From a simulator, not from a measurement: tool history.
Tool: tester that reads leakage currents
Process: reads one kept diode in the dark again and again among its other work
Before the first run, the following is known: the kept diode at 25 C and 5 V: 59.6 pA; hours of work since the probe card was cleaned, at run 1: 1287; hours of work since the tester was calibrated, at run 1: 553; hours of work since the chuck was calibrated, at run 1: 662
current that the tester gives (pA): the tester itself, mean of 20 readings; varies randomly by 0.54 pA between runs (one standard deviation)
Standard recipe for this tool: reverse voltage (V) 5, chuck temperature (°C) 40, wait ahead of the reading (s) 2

| run | day | reverse voltage (V) | chuck temperature (°C) | wait ahead of the reading (s) | hours of work since the probe card was cleaned | hours of work since the tester was calibrated | hours of work since the chuck was calibrated | current that the tester gives (pA) |
|---|---|---|---|---|---|---|---|---|
| 1 | 0 | 5 | 40 | 2 | 1287 | 553 | 662 | 173.46 |
| 2 | 1.488 | 5 | 40 | 2 | 1316 | 581 | 691 | 174.53 |
| 3 | 3.358 | 5 | 22 | 2 | 1351 | 616 | 726 | 52.24 |
| 4 | 5.258 | 5 | 22 | 2 | 1387 | 652 | 762 | 52.09 |
| 5 | 7.154 | 5 | 22 | 2 | 1423 | 688 | 798 | 52.19 |
|  | 8.029 | chuck's temperature calibrated |
| 6 | 9.271 | 5 | 22 | 2 | 1461 | 726 | 23 | 57.6 |
| 7 | 11.25 | 5 | 22 | 2 | 1499 | 764 | 61 | 57.46 |
| 8 | 12.275 | 5 | 22 | 2 | 1518 | 783 | 80 | 57.52 |
| 9 | 13.667 | 5 | 40 | 0.53 | 1544 | 810 | 107 | 188.76 |
|  | 13.879 | probe card cleaned and baked |
| 10 | 15.658 | 5 | 40 | 1.2 | 34 | 845 | 142 | 188.16 |
| 11 | 17.579 | 10.97 | 25 | 4.67 | 70 | 881 | 178 | 102.55 |
|  | 18.2 | probe card cleaned and baked, once more |
| 12 | 18.688 | 10.97 | 25 | 4.67 | 9 | 900 | 197 | 74.73 |
| 13 | 20.575 | 2.63 | 53 | 1.19 | 45 | 936 | 233 | 339.93 |
| 14 | 22.354 | 2.63 | 53 | 1.19 | 79 | 969 | 266 | 339.64 |
| 15 | 23.333 | 2.77 | 30 | 0.68 | 97 | 988 | 285 | 71.1 |
| 16 | 25.292 | 5 | 23 | 9.39 | 134 | 1025 | 322 | 50.08 |
| 17 | 27.075 | 5 | 23 | 9.39 | 168 | 1058 | 355 | 49.83 |

Alternative continuations, all from the tool just after run 17; predict every row:
| A | 28.312 | 18.78 | 34 | 7.63 | 191 | 1082 | 379 | ? |
| B | 28.312 | 6.8 | 27 | 0.81 | 191 | 1082 | 379 | ? |
| C | 28.312 | 3.63 | 25 | 0.7 | 191 | 1082 | 379 | ? |
| D | 28.312 | 1.54 | 57 | 0.75 | 191 | 1082 | 379 | ? |
| E | 28.312 | 6.38 | 40 | 4.81 | 191 | 1082 | 379 | ? |

| run | current that the tester gives (pA) |
|---|---|
| A | 171.69 |
| B | 75.43 |
| C | 52.57 |
| D | 368.21 |
| E | 184.83 |
Had the tool no hidden state, the same runs would have come out as:
| run | current that the tester gives (pA) |
|---|---|
| A | 175.52 |
| B | 77.67 |
| C | 54.5 |
| D | 384.28 |
| E | 192.4 |
